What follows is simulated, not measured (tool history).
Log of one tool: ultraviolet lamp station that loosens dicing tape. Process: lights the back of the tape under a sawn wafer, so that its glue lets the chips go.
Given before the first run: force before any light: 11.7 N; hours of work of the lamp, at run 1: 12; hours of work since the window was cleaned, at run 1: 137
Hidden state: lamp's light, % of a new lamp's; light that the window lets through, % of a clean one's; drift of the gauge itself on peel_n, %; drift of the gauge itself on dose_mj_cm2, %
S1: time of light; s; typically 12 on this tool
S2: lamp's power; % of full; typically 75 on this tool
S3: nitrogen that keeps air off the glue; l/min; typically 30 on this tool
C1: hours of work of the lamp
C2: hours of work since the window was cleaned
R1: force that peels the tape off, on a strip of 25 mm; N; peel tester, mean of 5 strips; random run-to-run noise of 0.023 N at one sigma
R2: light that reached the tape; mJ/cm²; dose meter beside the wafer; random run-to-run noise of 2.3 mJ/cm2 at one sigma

{"run": 1, "day": 0.0, "S1": 12, "S2": 75, "S3": 30, "C1": 12, "C2": 137, "R1": 1.308, "R2": 191}
{"run": 2, "day": 0.579, "S1": 12, "S2": 75, "S3": 30, "C1": 19, "C2": 144, "R1": 1.332, "R2": 188}
{"run": 3, "day": 0.883, "S1": 12, "S2": 67, "S3": 30, "C1": 23, "C2": 147, "R1": 1.66, "R2": 169}
{"run": 4, "day": 1.5, "S1": 12, "S2": 75, "S3": 30, "C1": 30, "C2": 155, "R1": 1.382, "R2": 188}
{"run": 5, "day": 2.117, "S1": 12, "S2": 75, "S3": 30, "C1": 37, "C2": 162, "R1": 1.426, "R2": 186}
{"run": 6, "day": 2.433, "S1": 12, "S2": 75, "S3": 30, "C1": 41, "C2": 166, "R1": 1.413, "R2": 189}
{"run": 7, "day": 2.862, "S1": 12, "S2": 77, "S3": 30, "C1": 46, "C2": 171, "R1": 1.326, "R2": 191}
{"run": 8, "day": 3.442, "S1": 12, "S2": 77, "S3": 43, "C1": 53, "C2": 178, "R1": 1.185, "R2": 190}
{"day": 3.492, "done": "window cleaned of glue's vapour"}
{"run": 9, "day": 3.8, "S1": 12, "S2": 77, "S3": 43, "C1": 57, "C2": 4, "R1": 1.327, "R2": 180}
{"run": 10, "day": 4.229, "S1": 12, "S2": 77, "S3": 43, "C1": 62, "C2": 9, "R1": 1.345, "R2": 181}
{"run": 11, "day": 4.512, "S1": 12, "S2": 77, "S3": 43, "C1": 66, "C2": 12, "R1": 1.316, "R2": 183}
{"run": 12, "day": 5.062, "S1": 12, "S2": 80, "S3": 30, "C1": 72, "C2": 19, "R1": 1.44, "R2": 189}
{"run": 13, "day": 5.479, "S1": 12, "S2": 85, "S3": 30, "C1": 77, "C2": 24, "R1": 1.259, "R2": 200}
{"day": 5.8, "done": "window cleaned of glue's vapour, once more"}
{"run": 14, "day": 5.971, "S1": 12, "S2": 77, "S3": 23, "C1": 83, "C2": 2, "R1": 1.318, "R2": 204}
{"run": 15, "day": 6.404, "S1": 12, "S2": 77, "S3": 28, "C1": 88, "C2": 7, "R1": 1.168, "R2": 203}
{"run": 16, "day": 6.842, "S1": 12, "S2": 77, "S3": 28, "C1": 93, "C2": 12, "R1": 1.2, "R2": 206}
{"run": 17, "day": 7.171, "S1": 12, "S2": 77, "S3": 28, "C1": 97, "C2": 16, "R1": 1.173, "R2": 200}
{"run": 18, "day": 7.754, "S1": 12, "S2": 77, "S3": 28, "C1": 104, "C2": 23, "R1": 1.209, "R2": 205}
{"run": 19, "day": 8.133, "S1": 12, "S2": 77, "S3": 28, "C1": 109, "C2": 28, "R1": 1.249, "R2": 199}

Predict the results of run 20:
{"run": 20, "day": 8.404, "S1": 12, "S2": 60, "S3": 13, "C1": 112, "C2": 31, "R1": "?", "R2": "?"}

Logged for run 20: R1 2.54 N, R2 152 mJ/cm².
The same run, on a tool lacking any hidden state, would have yielded R1 2.331 N, R2 161 mJ/cm².
